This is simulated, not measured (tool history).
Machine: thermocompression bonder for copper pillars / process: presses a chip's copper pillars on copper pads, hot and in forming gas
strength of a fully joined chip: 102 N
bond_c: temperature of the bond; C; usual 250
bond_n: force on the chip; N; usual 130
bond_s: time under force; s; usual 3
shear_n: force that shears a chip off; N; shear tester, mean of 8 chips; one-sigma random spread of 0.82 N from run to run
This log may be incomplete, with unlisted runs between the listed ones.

Run 1, hour 0.0: usual settings. Result: shear_n 62.4 N.
At hour 61.8: forming gas filter changed.
Run 2, hour 63.0: usual settings. Result: shear_n 65.6 N.
Run 3, hour 101.7: usual settings. Result: shear_n 64.6 N.
Run 4, hour 141.5: usual settings. Result: shear_n 62.9 N.
Run 5, hour 199.3: usual settings. Result: shear_n 59.9 N.
At hour 223.3: forming gas filter changed.
Run 6, hour 235.7: usual settings. Result: shear_n 65.7 N.
Run 7, hour 264.2: usual settings but bond_n 116 N. Result: shear_n 57.0 N.
Run 8, hour 322.0: usual settings but bond_s 4 s. Result: shear_n 65.3 N.
Run 9, hour 352.5: usual settings but bond_s 4 s. Result: shear_n 63.8 N.
Run 10, hour 380.0: usual settings but bond_c 247 C, bond_s 4 s. Result: shear_n 62.7 N.
At hour 384.7: forming gas filter changed.
Run 11, hour 414.6: usual settings but bond_c 247 C, bond_s 4 s. Result: shear_n 67.6 N.
Run 12, hour 451.1: usual settings but bond_n 169 N. Result: shear_n 75.1 N.
Run 13, hour 488.9: usual settings but bond_n 169 N. Result: shear_n 72.9 N.
Run 14, hour 533.7: usual settings but bond_n 119 N. Result: shear_n 55.1 N.
At hour 546.9: forming gas filter changed.
Run 15, hour 565.9: usual settings but bond_n 119 N. Result: shear_n 61.6 N.
Run 16, hour 591.5: usual settings. Result: shear_n 63.9 N.
Run 17, hour 637.5: usual settings. Result: shear_n 61.0 N.
Run 18, hour 682.9: usual settings. Result: shear_n 58.5 N.
At hour 708.2: forming gas filter changed.
Run 19, hour 733.5: usual settings. Result: shear_n 65.7 N.
Run 20, hour 770.3: usual settings. Result: shear_n 61.7 N.
Run 21, hour 808.5: usual settings. Result: shear_n 61.6 N.
Run 22, hour 854.8: usual settings but bond_c 274 C. Result: shear_n 72.9 N.
At hour 869.1: forming gas filter changed.
Run 23, hour 881.9: usual settings but bond_c 274 C. Result: shear_n 79.7 N.
Run 24, hour 923.9: usual settings but bond_c 238 C, bond_n 139 N, bond_s 5 s. Result: shear_n 67.2 N.
Run 25, hour 950.7: usual settings but bond_c 238 C, bond_n 139 N, bond_s 5 s. Result: shear_n 63.8 N.
Run 26, hour 984.9: usual settings but bond_c 263 C, bond_n 125 N, bond_s 5 s. Result: shear_n 74.8 N.
Run 27, hour 1014.7: usual settings but bond_c 266 C, bond_n 125 N, bond_s 5 s. Result: shear_n 75.4 N.
At hour 1033.4: forming gas filter changed.
Run 28, hour 1042.6: usual settings but bond_c 234 C, bond_n 89 N. Result: shear_n 36.5 N.
At hour 1069.4: force cell calibrated.
Run 29, hour 1090.0: usual settings but bond_n 161 N. Result: shear_n 69.4 N.
Run 30, hour 1127.3: usual settings but bond_n 161 N. Result: shear_n 67.1 N.
Run 31, hour 1179.1: usual settings but bond_c 237 C, bond_n 161 N. Result: shear_n 56.7 N.
At hour 1196.0: forming gas filter changed.
Run 32, hour 1207.8: usual settings but bond_c 236 C. Result: shear_n 50.2 N.
Run 33, hour 1235.4: usual settings but bond_c 254 C, bond_s 2 s. Result: shear_n 55.4 N.
Run 34, hour 1295.1: usual settings but bond_c 273 C, bond_n 80 N, bond_s 2 s. Result: shear_n 43.5 N.
Run 35, hour 1329.4: usual settings but bond_c 273 C, bond_n 80 N, bond_s 2 s. Result: shear_n 41.7 N.
At hour 1358.1: forming gas filter changed.
Run 36, hour 1385.8: usual settings but bond_c 273 C, bond_n 80 N, bond_s 2 s. Result: shear_n 44.6 N.
Run 37, hour 1440.2: usual settings but bond_c 273 C, bond_n 80 N, bond_s 2 s. Result: shear_n 41.8 N.
Run 38, hour 1475.2: usual settings but bond_c 273 C, bond_n 80 N, bond_s 2 s. Result: shear_n 40.8 N.
Run 39, hour 1503.2: usual settings but bond_c 253 C, bond_n 95 N, bond_s 4 s. Result: shear_n 46.4 N.

Consider 3 possible next runs. They are alternatives, not a sequence: every one starts from the tool as it was left by run 39. What does each give?
At hour 1518.9: forming gas filter changed.
Run A, hour 1563.2: usual settings but bond_c 263 C, bond_s 8 s. Result: shear_n ?.
At hour 1518.9: forming gas filter changed.
Run B, hour 1563.2: usual settings but bond_c 234 C, bond_n 95 N, bond_s 2 s. Result: shear_n ?.
At hour 1518.9: forming gas filter changed.
Run C, hour 1563.2: usual settings but bond_s 2 s. Result: shear_n ?.

run  shear_n
  A     84.3
  B     29.9
  C     52.3
Had the tool no hidden state, the same runs would have come out as:
run  shear_n
  A     89.6
  B     33.5
  C     57.4
